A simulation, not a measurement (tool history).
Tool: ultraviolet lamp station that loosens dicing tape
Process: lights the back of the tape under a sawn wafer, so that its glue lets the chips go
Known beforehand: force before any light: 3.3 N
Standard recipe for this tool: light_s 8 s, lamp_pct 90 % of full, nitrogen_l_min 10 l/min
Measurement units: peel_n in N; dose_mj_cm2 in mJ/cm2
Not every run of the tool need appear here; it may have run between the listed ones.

run,day,light_s,lamp_pct,nitrogen_l_min,peel_n,dose_mj_cm2
1,0,8,90,10,0.26,291
2,1.275,8,82,10,0.262,258
3,2.717,8,82,10,0.272,256
4,4.133,8,90,10,0.276,280
5,6.446,8,90,10,0.259,275
6,9.538,8,90,10,0.269,269
7,11.392,8,90,10,0.273,254
8,13.396,8,87,10,0.273,252
9,14.854,8,87,10,0.271,242
10,17.442,8,81,10,0.289,219
11,20.042,8,80,10,0.314,216
12,21.75,8,80,10,0.317,209
# day 23.117: window cleaned of glue's vapour
13,24.325,8,80,10,0.289,238
14,27.246,7,78,16,0.289,196
15,28.671,16,84,10,0.233,482

Consider 5 possible next runs. They are alternatives, not a sequence: every one starts from the tool as it was left by run 15. What does each give?
A,30.029,8,90,5,?,?
B,30.029,11,72,10,?,?
C,30.029,6,84,10,?,?
D,30.029,16,76,10,?,?
E,30.029,8,97,7,?,?

run,peel_n,dose_mj_cm2
A,0.343,251
B,0.252,280
C,0.376,175
D,0.244,430
E,0.303,273
Stripped of hidden state, with their random variation kept, the same runs would have yielded:
run,peel_n,dose_mj_cm2
A,0.283,305
B,0.235,340
C,0.306,212
D,0.242,520
E,0.27,331
